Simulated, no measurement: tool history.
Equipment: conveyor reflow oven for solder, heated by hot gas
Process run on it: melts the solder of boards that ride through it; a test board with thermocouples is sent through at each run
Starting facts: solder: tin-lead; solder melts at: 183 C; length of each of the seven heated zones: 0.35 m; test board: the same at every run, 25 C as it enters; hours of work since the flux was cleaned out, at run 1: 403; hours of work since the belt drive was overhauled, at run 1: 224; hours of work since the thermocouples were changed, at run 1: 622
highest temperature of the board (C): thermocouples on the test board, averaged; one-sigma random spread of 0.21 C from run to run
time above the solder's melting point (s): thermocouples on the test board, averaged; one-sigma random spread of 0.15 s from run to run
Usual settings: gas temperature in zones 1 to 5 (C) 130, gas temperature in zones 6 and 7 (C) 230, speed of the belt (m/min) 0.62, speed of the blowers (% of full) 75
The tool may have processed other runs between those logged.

run	day	gas temperature in zones 1 to 5 (C)	gas temperature in zones 6 and 7 (C)	speed of the belt (m/min)	speed of the blowers (% of full)	hours of work since the flux was cleaned out	hours of work since the belt drive was overhauled	hours of work since the thermocouples were changed	highest temperature of the board (C)	time above the solder's melting point (s)
1	0	130	230	0.62	75	403	224	622	211.2	44
2	0.179	130	230	0.62	75	407	227	626	211.3	43.9
3	0.404	130	230	0.62	75	411	231	630	211.4	43.9
4	0.758	130	230	0.62	67	417	238	636	209.5	41.8
5	0.942	130	230	0.62	67	420	241	639	209.3	41.9
# day 1.329: flux residue cleaned out of gas plates and filters
6	1.329	129	230	0.62	75	0	244	643	210.5	42.7
7	1.558	129	230	0.62	75	4	248	647	210.4	42.9
8	1.912	129	230	0.62	75	11	255	653	210.3	42.4
9	2.2	132	230	0.62	75	16	260	658	211	44.1
10	2.579	130	230	0.62	75	22	267	665	210.7	43.3
11	2.946	130	230	0.563	75	29	273	672	213.6	51
# day 3.446: flux residue cleaned out of gas plates and filters, once more
12	3.467	130	230	0.563	75	0	279	677	216	53.4
13	3.762	130	230	0.563	75	6	284	683	216.2	53.9
14	4.075	130	230	0.563	75	11	290	688	215.9	53.7
15	4.446	130	230	0.563	75	18	297	695	215.6	53.6
16	4.604	130	230	0.563	75	21	299	698	215.8	53.6
17	4.867	130	230	0.563	75	26	304	703	215.9	53.7
18	5.179	141	239	0.563	65	31	310	708	223.5	61.6
19	5.371	133	239	0.715	65	35	313	712	213.5	39.5
20	5.546	145	230	0.731	75	38	316	715	210.5	40
21	5.846	130	230	0.62	65	43	322	720	210.4	43.2
22	6.071	130	230	0.62	65	47	326	724	210.8	43.4
23	6.358	130	230	0.62	65	53	331	730	210.5	43.1
24	6.688	130	230	0.62	65	58	337	735	210.3	43.3
25	6.925	130	230	0.631	61	63	341	740	208.8	40.8

Estimate the outcome of run 26 from the log above:
26	7.221	130	234	0.673	75	68	347	745	?	?

highest temperature of the board (C): 213.5
time above the solder's melting point (s): 41.8
Minus the tool's unlogged condition, the same run would have read highest temperature of the board (C) 214.8, time above the solder's melting point (s) 42.5.
